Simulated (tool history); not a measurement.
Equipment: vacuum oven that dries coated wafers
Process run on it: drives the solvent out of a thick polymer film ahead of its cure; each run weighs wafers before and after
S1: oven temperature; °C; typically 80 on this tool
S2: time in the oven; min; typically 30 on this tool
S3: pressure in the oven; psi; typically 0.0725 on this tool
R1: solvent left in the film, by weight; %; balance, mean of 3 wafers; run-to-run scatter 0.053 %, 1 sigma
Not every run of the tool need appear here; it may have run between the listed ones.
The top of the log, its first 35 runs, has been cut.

run 36 hour=2930.7 | S1=89 S2=17 S3=0.1202 | R1=2.35
run 37 hour=3012.7 | S1=89 S2=17 S3=0.1202 | R1=2.22
run 38 hour=3119.0 | S1=89 S2=17 S3=0.1202 | R1=2.28
run 39 hour=3205.0 | S1=89 S2=17 S3=0.1202 | R1=2.31
run 40 hour=3304.5 | S1=80 S2=33 S3=0.1202 | R1=1.83
-- hour=3366.7 oven's thermocouples calibrated
run 41 hour=3422.6 | S1=81 S2=30 S3=0.1202 | R1=1.62
run 42 hour=3528.4 | S1=73 S2=30 S3=0.0725 | R1=3.58
run 43 hour=3602.9 | S1=73 S2=30 S3=0.0725 | R1=3.50
run 44 hour=3684.6 | S1=80 S2=30 S3=0.1175 | R1=1.92
run 45 hour=3757.5 | S1=83 S2=40 S3=0.1894 | R1=0.69

Branching from run 45: 4 alternative next runs. What would each branch give?
run A hour=3844.7 | S1=83 S2=40 S3=0.2044 | R1=?
run B hour=3844.7 | S1=94 S2=17 S3=0.0821 | R1=?
run C hour=3844.7 | S1=81 S2=30 S3=0.0725 | R1=?
run D hour=3844.7 | S1=90 S2=22 S3=0.0428 | R1=?

run=A R1=0.74
run=B R1=1.00
run=C R1=1.58
run=D R1=1.00
With no hidden state in the tool, these same runs would have given:
run=A R1=0.62
run=B R1=0.87
run=C R1=1.40
run=D R1=0.87
